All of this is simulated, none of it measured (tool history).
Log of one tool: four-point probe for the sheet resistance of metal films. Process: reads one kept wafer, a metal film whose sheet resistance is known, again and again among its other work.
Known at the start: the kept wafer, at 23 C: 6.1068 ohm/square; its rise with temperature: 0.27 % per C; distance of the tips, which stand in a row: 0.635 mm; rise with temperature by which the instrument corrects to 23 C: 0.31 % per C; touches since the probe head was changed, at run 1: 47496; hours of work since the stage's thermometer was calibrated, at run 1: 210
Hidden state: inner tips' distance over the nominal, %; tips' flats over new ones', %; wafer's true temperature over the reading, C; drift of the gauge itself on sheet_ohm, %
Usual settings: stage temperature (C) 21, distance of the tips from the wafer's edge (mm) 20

run,hour,stage temperature (C),distance of the tips from the wafer's edge (mm),touches since the probe head was changed,hours of work since the stage's thermometer was calibrated,sheet resistance as the instrument gives it (ohm/square)
1,0.0,21,20,47496,210,6.094731
2,75.5,21,20,51625,269,6.088690
3,152.0,21,20,55817,329,6.084937
4,221.1,21,15,59593,384,6.086812
5,294.7,21,15,63625,442,6.082957
6,333.7,21,15,65757,472,6.085850
# hour 376.5: new probe head fitted
7,410.4,21,15,1855,532,6.129930
8,476.0,21,10,5446,584,6.134631
9,527.6,21,10,8269,624,6.134329
10,600.2,21,10,12242,681,6.131205
11,643.8,21,10,14628,716,6.130785
12,712.8,20,33,18405,770,6.117199
13,785.4,20,33,22373,827,6.116749
14,851.4,20,33,25986,879,6.112760
15,904.8,30,4,28909,921,6.169336

Forecast each of these 5 alternatives for the next run:
A,980.2,23,4,33033,980,?
B,980.2,23,52,33033,980,?
C,980.2,27,41,33033,980,?
D,980.2,23,26,33033,980,?
E,980.2,31,11,33033,980,?

run,sheet resistance as the instrument gives it (ohm/square)
A,6.184533
B,6.101805
C,6.091077
D,6.103281
E,6.091925
Without the tool's hidden state the same runs would have given:
run,sheet resistance as the instrument gives it (ohm/square)
A,6.191042
B,6.108238
C,6.097551
D,6.109716
E,6.098451
